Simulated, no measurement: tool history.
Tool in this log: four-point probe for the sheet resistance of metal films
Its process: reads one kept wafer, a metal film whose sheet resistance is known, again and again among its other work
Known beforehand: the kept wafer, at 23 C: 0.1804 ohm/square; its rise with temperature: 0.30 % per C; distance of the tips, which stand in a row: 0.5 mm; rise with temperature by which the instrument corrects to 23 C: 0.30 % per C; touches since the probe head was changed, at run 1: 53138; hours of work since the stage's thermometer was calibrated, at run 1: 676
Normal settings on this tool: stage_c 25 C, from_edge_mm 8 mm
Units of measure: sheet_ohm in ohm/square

run	hour	stage_c	from_edge_mm	touches since the probe head was changed	hours of work since the stage's thermometer was calibrated	sheet_ohm
1	0	25	8	53138	676	0.183244
2	31.7	25	8	54515	694	0.183294
3	49.4	25	8	55282	704	0.183282
4	80.3	22	8	56620	722	0.183365
5	110.2	22	8	57919	739	0.183398
6	152	22	8	59734	764	0.183504
7	191	22	8	61427	786	0.183514
8	214.2	22	8	62432	799	0.183564
9	232.2	22	8	63214	810	0.183537
10	266.3	22	8	64695	830	0.183649
11	288.8	22	8	65669	843	0.183708
12	320.9	22	8	67064	861	0.183724
13	349.5	22	8	68301	878	0.183769
14	379.2	22	8	69591	895	0.183818
# hour 382: stage's thermometer calibrated
15	416.1	22	8	71172	20	0.184
16	441.7	22	8	72283	35	0.183973
17	474.2	22	8	73691	53	0.184094
18	512.1	27	8	75336	75	0.184052
# hour 517.2: stage's thermometer calibrated, once more
19	554.3	27	8	77145	21	0.183918
20	591.8	27	8	78773	43	0.183999
21	623.2	27	8	80135	61	0.183937
# hour 632: new probe head fitted
22	655	25	8	999	79	0.18048
23	674.6	20	59	1850	90	0.180125
24	707.3	25	8	3270	109	0.180648
25	730.8	25	8	4290	123	0.180679
26	755.7	25	8	5367	137	0.18064
27	787.5	21	23	6749	156	0.180347
28	813.8	19	61	7888	171	0.180336
29	831.2	28	27	8646	181	0.180487
30	862.6	19	3	10006	199	0.183076
31	893.1	19	3	11330	217	0.183156
32	928.4	19	38	12861	237	0.180551
33	959.2	19	55	14197	255	0.180548
34	979	21	12	15059	266	0.180764
35	998.6	21	12	15908	278	0.180798
36	1030.5	21	12	17293	296	0.180867
37	1063	22	60	18704	315	0.180794
38	1097.2	22	60	20185	335	0.180867
39	1117.8	22	60	21078	347	0.180906
40	1142	22	60	22132	361	0.180898
41	1166.9	22	60	23209	375	0.180896
42	1205.3	23	3	24876	397	0.183705
43	1227.1	23	3	25824	410	0.183671
44	1262.2	34	46	27346	430	0.181161

How would selected steps in sheet_ohm from run to run divide? Give the signed amount a tool lacking its hidden state would still show from settings, what came in and random variation, and the signed amount left for the hidden state, including any gauge scatter that is not in both of the compared results.
Unlogged tool condition in this case: inner tips' distance over the nominal, %; tips' flats over new ones', %; wafer's true temperature over the reading, C; drift of the gauge itself on sheet_ohm, %.
Run 14 -> 15: stage's thermometer calibrated. sheet_ohm +0.000182 ohm/square: hidden state +0.000127, all else +0.000055.
Run 18 -> 19: stage's thermometer calibrated, once more. sheet_ohm -0.000134 ohm/square: hidden state -0.000176, all else +0.000042.
Run 21 -> 22: stage_c 27 -> 25, new probe head fitted. sheet_ohm -0.003457 ohm/square: hidden state -0.003515, all else +0.000058.
Run 31 -> 32: from_edge_mm 3 -> 38. sheet_ohm -0.002605 ohm/square: hidden state +0.000049, all else -0.002654.
Run 41 -> 42: stage_c 22 -> 23, from_edge_mm 60 -> 3. sheet_ohm +0.002809 ohm/square: hidden state +0.000069, all else +0.00274.

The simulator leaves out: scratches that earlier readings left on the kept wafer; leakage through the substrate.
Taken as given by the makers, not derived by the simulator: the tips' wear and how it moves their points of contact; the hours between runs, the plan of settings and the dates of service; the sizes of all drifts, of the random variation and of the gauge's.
